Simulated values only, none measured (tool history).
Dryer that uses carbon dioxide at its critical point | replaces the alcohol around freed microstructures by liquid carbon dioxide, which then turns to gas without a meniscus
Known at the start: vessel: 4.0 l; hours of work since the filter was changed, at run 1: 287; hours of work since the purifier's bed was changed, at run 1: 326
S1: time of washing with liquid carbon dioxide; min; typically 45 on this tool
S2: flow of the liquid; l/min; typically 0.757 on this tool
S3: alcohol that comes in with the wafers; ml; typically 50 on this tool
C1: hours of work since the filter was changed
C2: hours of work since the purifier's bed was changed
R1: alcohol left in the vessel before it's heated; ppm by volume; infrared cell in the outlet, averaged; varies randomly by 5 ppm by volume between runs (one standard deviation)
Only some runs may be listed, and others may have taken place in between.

run	day	S1	S2	S3	C1	C2	R1
1	0	45	0.757	50	287	326	90
2	1.567	45	0.757	50	301	340	91
3	3.108	45	0.757	50	315	354	99
4	4.921	66	0.757	50	332	371	54
5	6.6	66	0.757	50	348	387	52
6	8.858	66	0.757	50	369	408	50
# day 9.571: inlet filter changed
7	10.054	45	0.757	50	5	418	90
8	11.375	45	0.757	50	17	431	81
9	12.554	45	0.757	50	28	441	90
10	14.621	45	0.757	50	47	461	93
11	16.671	49	0.757	50	66	480	85
12	19.071	49	0.757	50	88	502	88
13	21.279	49	0.757	50	108	522	83
14	23.479	38	0.589	39	129	543	284
15	24.758	29	0.844	57	141	554	297
16	26.592	29	0.844	57	158	571	309
17	27.854	68	0.622	104	169	583	84
18	29.583	68	0.622	104	185	599	102

Predict the results of run 19:
19	31.179	40	1.039	40	200	614	?

Run 19 gave R1 85 ppm by volume.
Without the tool's hidden state the same run would have given R1 11 ppm by volume.

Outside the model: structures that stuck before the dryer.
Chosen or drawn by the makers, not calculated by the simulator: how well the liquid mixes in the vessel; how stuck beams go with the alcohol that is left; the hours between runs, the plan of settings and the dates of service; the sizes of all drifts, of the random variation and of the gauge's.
